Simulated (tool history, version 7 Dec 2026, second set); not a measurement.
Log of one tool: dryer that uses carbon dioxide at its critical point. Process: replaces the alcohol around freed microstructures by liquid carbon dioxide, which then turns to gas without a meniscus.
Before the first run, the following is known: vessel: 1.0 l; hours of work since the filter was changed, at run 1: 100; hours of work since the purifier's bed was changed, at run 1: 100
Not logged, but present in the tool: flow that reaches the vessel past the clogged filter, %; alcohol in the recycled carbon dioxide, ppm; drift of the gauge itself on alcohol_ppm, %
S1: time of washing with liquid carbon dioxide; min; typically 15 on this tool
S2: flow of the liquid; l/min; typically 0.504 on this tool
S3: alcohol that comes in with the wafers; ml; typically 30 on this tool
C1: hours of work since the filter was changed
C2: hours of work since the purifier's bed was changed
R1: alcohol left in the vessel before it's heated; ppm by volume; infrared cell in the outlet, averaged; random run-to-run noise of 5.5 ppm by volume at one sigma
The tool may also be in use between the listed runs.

run    day  S1     S2   S3   C1   C2    R1
  1  0.000  15  0.504   30  100  100   212
  2  0.238  15  0.504   30  103  103   205
  3  0.425  15  0.504   30  106  106   207
  4  0.812  15  0.504   30  112  112   221
  5  1.079  15  0.566   30  116  116   143
  6  1.312  15  0.566   30  119  119   143
  7  1.508  15  0.504   30  122  122   221
  8  1.792  15  0.504   30  126  126   214
  9  2.008  15  0.504   30  130  130   223
 10  2.346  15  0.504   30  135  135   227
 11  2.562  15  0.504   81  138  138   512
 12  2.846  16  0.458   76  142  142   565
 13  3.150  14  0.346   76  147  147  2749
 14  3.379  15  0.386   30  150  150   647
 15  3.542  15  0.386   30  153  153   635
 16  3.829  15  0.386   30  157  157   645
 17  4.196  13  0.504   42  162  162   556
 18  4.575  11  0.329  110  168  168  9147
 19  4.842  11  0.747  110  172  172   494
 20  5.096  21  0.747   42  176  176    76

Measured less the same run without the tool's hidden state. The same run-to-run variation is in both; the gauge's scatter may not be:
run    R1
  1   +56
  2   +59
  3   +60
  4   +64
  5   +57
  6   +59
  7   +69
  8   +72
  9   +73
 10   +76
 11  +122
 12  +131
 13  +342
 14  +133
 15  +131
 16  +135
 17  +137
 18  +887
 19  +149
 20   +68

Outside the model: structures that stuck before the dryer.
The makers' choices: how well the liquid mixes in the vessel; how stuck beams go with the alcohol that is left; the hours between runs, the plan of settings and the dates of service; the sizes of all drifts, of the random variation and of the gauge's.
